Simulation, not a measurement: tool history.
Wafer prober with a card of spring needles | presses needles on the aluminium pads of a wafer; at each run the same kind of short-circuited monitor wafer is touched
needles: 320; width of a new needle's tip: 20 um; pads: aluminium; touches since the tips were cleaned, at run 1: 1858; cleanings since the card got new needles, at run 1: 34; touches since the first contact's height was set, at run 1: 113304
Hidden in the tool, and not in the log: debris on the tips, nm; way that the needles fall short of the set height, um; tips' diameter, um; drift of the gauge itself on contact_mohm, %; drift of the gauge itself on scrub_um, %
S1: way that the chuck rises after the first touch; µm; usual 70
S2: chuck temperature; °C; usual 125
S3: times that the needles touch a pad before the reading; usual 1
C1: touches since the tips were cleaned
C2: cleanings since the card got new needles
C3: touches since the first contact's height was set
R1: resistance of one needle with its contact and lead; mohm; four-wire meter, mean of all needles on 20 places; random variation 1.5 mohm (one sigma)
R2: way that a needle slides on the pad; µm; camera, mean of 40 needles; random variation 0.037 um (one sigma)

{"run": 1, "hour": 0.0, "S1": 70, "S2": 125, "S3": 1, "C1": 1858, "C2": 34, "C3": 113304, "R1": 164, "R2": 12.7}
{"hour": 2.6, "done": "tips cleaned on abrasive film"}
{"hour": 8.8, "done": "tips cleaned on abrasive film"}
{"run": 2, "hour": 9.4, "S1": 70, "S2": 125, "S3": 1, "C1": 347, "C2": 36, "C3": 118270, "R1": 149, "R2": 12.8}
{"hour": 15.0, "done": "tips cleaned on abrasive film"}
{"run": 3, "hour": 19.8, "S1": 70, "S2": 125, "S3": 1, "C1": 2598, "C2": 37, "C3": 123818, "R1": 165, "R2": 12.69}
{"hour": 20.8, "done": "tips cleaned on abrasive film"}
{"hour": 27.2, "done": "tips cleaned on abrasive film"}
{"run": 4, "hour": 31.0, "S1": 70, "S2": 125, "S3": 1, "C1": 2007, "C2": 39, "C3": 129744, "R1": 162, "R2": 12.76}
{"hour": 32.9, "done": "tips cleaned on abrasive film"}
{"hour": 38.9, "done": "tips cleaned on abrasive film"}
{"run": 5, "hour": 40.7, "S1": 70, "S2": 125, "S3": 1, "C1": 977, "C2": 41, "C3": 134880, "R1": 153, "R2": 12.68}
{"hour": 45.5, "done": "tips cleaned on abrasive film"}
{"run": 6, "hour": 50.9, "S1": 70, "S2": 125, "S3": 2, "C1": 2931, "C2": 42, "C3": 140348, "R1": 159, "R2": 12.71}
{"hour": 51.8, "done": "tips cleaned on abrasive film"}
{"hour": 58.0, "done": "tips cleaned on abrasive film"}
{"run": 7, "hour": 62.5, "S1": 70, "S2": 125, "S3": 1, "C1": 2438, "C2": 44, "C3": 146497, "R1": 166, "R2": 12.64}
{"hour": 64.4, "done": "tips cleaned on abrasive film"}
{"hour": 70.3, "done": "tips cleaned on abrasive film"}
{"run": 8, "hour": 70.7, "S1": 70, "S2": 125, "S3": 1, "C1": 230, "C2": 46, "C3": 150824, "R1": 145, "R2": 12.62}
{"hour": 76.2, "done": "tips cleaned on abrasive film"}
{"hour": 81.9, "done": "tips cleaned on abrasive film"}
{"run": 9, "hour": 82.0, "S1": 70, "S2": 125, "S3": 1, "C1": 26, "C2": 48, "C3": 156792, "R1": 145, "R2": 12.64}
{"hour": 88.3, "done": "tips cleaned on abrasive film"}
{"run": 10, "hour": 89.0, "S1": 70, "S2": 125, "S3": 1, "C1": 392, "C2": 49, "C3": 160521, "R1": 150, "R2": 12.66}
{"hour": 90.5, "done": "height of the first contact set anew"}
{"hour": 94.8, "done": "tips cleaned on abrasive film"}
{"run": 11, "hour": 98.8, "S1": 70, "S2": 37, "S3": 1, "C1": 2163, "C2": 50, "C3": 4419, "R1": 152, "R2": 13.08}
{"hour": 100.6, "done": "tips cleaned on abrasive film"}
{"hour": 106.5, "done": "tips cleaned on abrasive film"}
{"run": 12, "hour": 108.0, "S1": 70, "S2": 37, "S3": 1, "C1": 824, "C2": 52, "C3": 9308, "R1": 141, "R2": 13.05}
{"hour": 112.8, "done": "tips cleaned on abrasive film"}
{"run": 13, "hour": 113.7, "S1": 70, "S2": 37, "S3": 1, "C1": 476, "C2": 53, "C3": 12308, "R1": 137, "R2": 12.96}
{"hour": 118.8, "done": "tips cleaned on abrasive film"}
{"run": 14, "hour": 123.3, "S1": 70, "S2": 125, "S3": 1, "C1": 2469, "C2": 54, "C3": 17452, "R1": 162, "R2": 13.03}
{"hour": 124.4, "done": "tips cleaned on abrasive film"}
{"hour": 130.3, "done": "tips cleaned on abrasive film"}
{"run": 15, "hour": 130.6, "S1": 70, "S2": 125, "S3": 1, "C1": 121, "C2": 56, "C3": 21254, "R1": 145, "R2": 12.98}
{"hour": 136.2, "done": "tips cleaned on abrasive film"}
{"run": 16, "hour": 138.5, "S1": 70, "S2": 37, "S3": 1, "C1": 1244, "C2": 57, "C3": 25482, "R1": 142, "R2": 12.9}
{"hour": 142.6, "done": "tips cleaned on abrasive film"}
{"run": 17, "hour": 147.8, "S1": 70, "S2": 37, "S3": 3, "C1": 2770, "C2": 58, "C3": 30434, "R1": 138, "R2": 12.97}
{"hour": 148.6, "done": "tips cleaned on abrasive film"}
{"hour": 154.4, "done": "tips cleaned on abrasive film"}
{"run": 18, "hour": 158.8, "S1": 53, "S2": 53, "S3": 2, "C1": 2374, "C2": 60, "C3": 36274, "R1": 162, "R2": 9.77}
{"hour": 160.1, "done": "tips cleaned on abrasive film"}
{"hour": 166.3, "done": "tips cleaned on abrasive film"}
{"run": 19, "hour": 167.8, "S1": 68, "S2": 26, "S3": 1, "C1": 820, "C2": 62, "C3": 41035, "R1": 142, "R2": 12.6}
{"hour": 172.6, "done": "tips cleaned on abrasive film"}
{"run": 20, "hour": 174.4, "S1": 70, "S2": 125, "S3": 3, "C1": 968, "C2": 63, "C3": 44547, "R1": 145, "R2": 12.91}
{"hour": 179.1, "done": "tips cleaned on abrasive film"}
{"run": 21, "hour": 179.6, "S1": 70, "S2": 125, "S3": 3, "C1": 245, "C2": 64, "C3": 47258, "R1": 143, "R2": 12.94}
{"hour": 184.9, "done": "tips cleaned on abrasive film"}
{"run": 22, "hour": 185.0, "S1": 70, "S2": 125, "S3": 3, "C1": 62, "C2": 65, "C3": 50161, "R1": 143, "R2": 12.93}
{"hour": 190.9, "done": "tips cleaned on abrasive film"}
{"run": 23, "hour": 195.9, "S1": 70, "S2": 125, "S3": 1, "C1": 2737, "C2": 66, "C3": 55994, "R1": 169, "R2": 12.89}
{"hour": 196.7, "done": "tips cleaned on abrasive film"}
{"hour": 202.8, "done": "tips cleaned on abrasive film"}
{"run": 24, "hour": 206.6, "S1": 70, "S2": 125, "S3": 1, "C1": 2067, "C2": 68, "C3": 61637, "R1": 163, "R2": 12.94}
{"hour": 208.5, "done": "tips cleaned on abrasive film"}
{"run": 25, "hour": 212.0, "S1": 80, "S2": 125, "S3": 2, "C1": 1922, "C2": 69, "C3": 64512, "R1": 150, "R2": 14.76}
{"hour": 214.3, "done": "tips cleaned on abrasive film"}
{"hour": 220.6, "done": "tips cleaned on abrasive film"}
{"run": 26, "hour": 220.8, "S1": 84, "S2": 26, "S3": 1, "C1": 100, "C2": 71, "C3": 69140, "R1": 127, "R2": 15.49}
{"hour": 226.8, "done": "tips cleaned on abrasive film"}
{"run": 27, "hour": 228.7, "S1": 50, "S2": 125, "S3": 1, "C1": 1049, "C2": 72, "C3": 73377, "R1": 174, "R2": 9.13}
{"hour": 232.4, "done": "tips cleaned on abrasive film"}
{"hour": 238.1, "done": "tips cleaned on abrasive film"}
{"run": 28, "hour": 239.8, "S1": 55, "S2": 66, "S3": 2, "C1": 920, "C2": 74, "C3": 79249, "R1": 152, "R2": 10.05}
{"hour": 244.2, "done": "tips cleaned on abrasive film"}
{"run": 29, "hour": 247.3, "S1": 53, "S2": 125, "S3": 2, "C1": 1697, "C2": 75, "C3": 83232, "R1": 169, "R2": 9.6}
{"hour": 249.9, "done": "tips cleaned on abrasive film"}
{"run": 30, "hour": 255.3, "S1": 71, "S2": 112, "S3": 1, "C1": 2948, "C2": 76, "C3": 87503, "R1": 164, "R2": 13.05}
{"hour": 256.4, "done": "tips cleaned on abrasive film"}
{"run": 31, "hour": 261.3, "S1": 71, "S2": 112, "S3": 1, "C1": 2612, "C2": 77, "C3": 90669, "R1": 163, "R2": 13.0}

The same runs without the tool's hidden state, with the same run-to-run variation:
run=1 R1=145 R2=12.99
run=2 R1=142 R2=13.10
run=3 R1=141 R2=13.00
run=4 R1=141 R2=13.08
run=5 R1=141 R2=13.02
run=6 R1=144 R2=13.06
run=7 R1=144 R2=13.01
run=8 R1=140 R2=13.01
run=9 R1=142 R2=13.04
run=10 R1=141 R2=13.07
run=11 R1=129 R2=13.09
run=12 R1=129 R2=13.07
run=13 R1=128 R2=13.00
run=14 R1=141 R2=13.08
run=15 R1=141 R2=13.04
run=16 R1=128 R2=12.97
run=17 R1=128 R2=13.04
run=18 R1=138 R2=9.86
run=19 R1=127 R2=12.71
run=20 R1=140 R2=13.03
run=21 R1=140 R2=13.06
run=22 R1=142 R2=13.06
run=23 R1=144 R2=13.03
run=24 R1=143 R2=13.10
run=25 R1=140 R2=14.92
run=26 R1=125 R2=15.67
run=27 R1=152 R2=9.32
run=28 R1=138 R2=10.26
run=29 R1=148 R2=9.82
run=30 R1=139 R2=13.28
run=31 R1=138 R2=13.23
